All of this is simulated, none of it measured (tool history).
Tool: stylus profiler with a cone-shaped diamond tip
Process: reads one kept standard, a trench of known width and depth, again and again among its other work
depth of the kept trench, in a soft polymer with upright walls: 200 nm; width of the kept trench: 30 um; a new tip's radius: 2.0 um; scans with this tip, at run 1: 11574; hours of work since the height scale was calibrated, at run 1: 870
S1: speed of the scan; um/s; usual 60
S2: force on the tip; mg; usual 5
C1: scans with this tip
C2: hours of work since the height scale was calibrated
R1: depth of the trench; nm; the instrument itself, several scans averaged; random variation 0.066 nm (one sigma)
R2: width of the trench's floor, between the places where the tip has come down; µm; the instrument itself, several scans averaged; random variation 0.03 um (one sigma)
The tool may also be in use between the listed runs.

run 1 hour=0 | S1=60 S2=5 | C1=11574 C2=870 | R1=203.32 R2=28.11
run 2 hour=59.7 | S1=60 S2=4.51 | C1=11989 C2=901 | R1=203.02 R2=28.07
run 3 hour=122.9 | S1=60 S2=5 | C1=12428 C2=934 | R1=203.2 R2=28.1
run 4 hour=170.7 | S1=60 S2=13.72 | C1=12761 C2=959 | R1=206.27 R2=28.22
run 5 hour=218.1 | S1=60 S2=13.72 | C1=13090 C2=984 | R1=206.18 R2=28.17
run 6 hour=248.9 | S1=60 S2=13.72 | C1=13304 C2=1000 | R1=206.25 R2=28.1
run 7 hour=308.5 | S1=60 S2=9.31 | C1=13719 C2=1031 | R1=204.73 R2=28.18
run 8 hour=362.3 | S1=60 S2=9.31 | C1=14093 C2=1059 | R1=204.89 R2=28.12
run 9 hour=400.5 | S1=26 S2=5 | C1=14359 C2=1079 | R1=203.1 R2=28.18
run 10 hour=445.3 | S1=138 S2=5 | C1=14670 C2=1102 | R1=203.14 R2=27.88
run 11 hour=478.8 | S1=60 S2=7.89 | C1=14903 C2=1120 | R1=204.28 R2=28.11
run 12 hour=515.4 | S1=60 S2=7.89 | C1=15157 C2=1139 | R1=204.35 R2=28.16
run 13 hour=548.1 | S1=60 S2=7.89 | C1=15385 C2=1156 | R1=204.34 R2=28.13
run 14 hour=583.3 | S1=148 S2=5 | C1=15630 C2=1175 | R1=203.16 R2=27.85
run 15 hour=642.3 | S1=60 S2=13.38 | C1=16040 C2=1205 | R1=206.18 R2=28.07
run 16 hour=680.4 | S1=60 S2=13.38 | C1=16305 C2=1225 | R1=206.21 R2=28.14
run 17 hour=744.5 | S1=25 S2=13.38 | C1=16750 C2=1259 | R1=206.12 R2=28.18
run 18 hour=778.6 | S1=60 S2=5 | C1=16987 C2=1277 | R1=203.21 R2=28.11
run 19 hour=823.4 | S1=60 S2=5 | C1=17299 C2=1300 | R1=203.26 R2=28.05
run 20 hour=863.4 | S1=112 S2=8.63 | C1=17577 C2=1321 | R1=204.54 R2=28.04
run 21 hour=895.4 | S1=76 S2=5 | C1=17799 C2=1338 | R1=203.25 R2=28.06

The next listed run, before its measurement:
run 22 hour=960.4 | S1=76 S2=5 | C1=18252 C2=1372 | R1=? R2=?

{"run 22": {"R1": 203.17, "R2": 28.07}}
Without the tool's hidden state the same run would have given R1 203.14 nm, R2 28.09 µm.
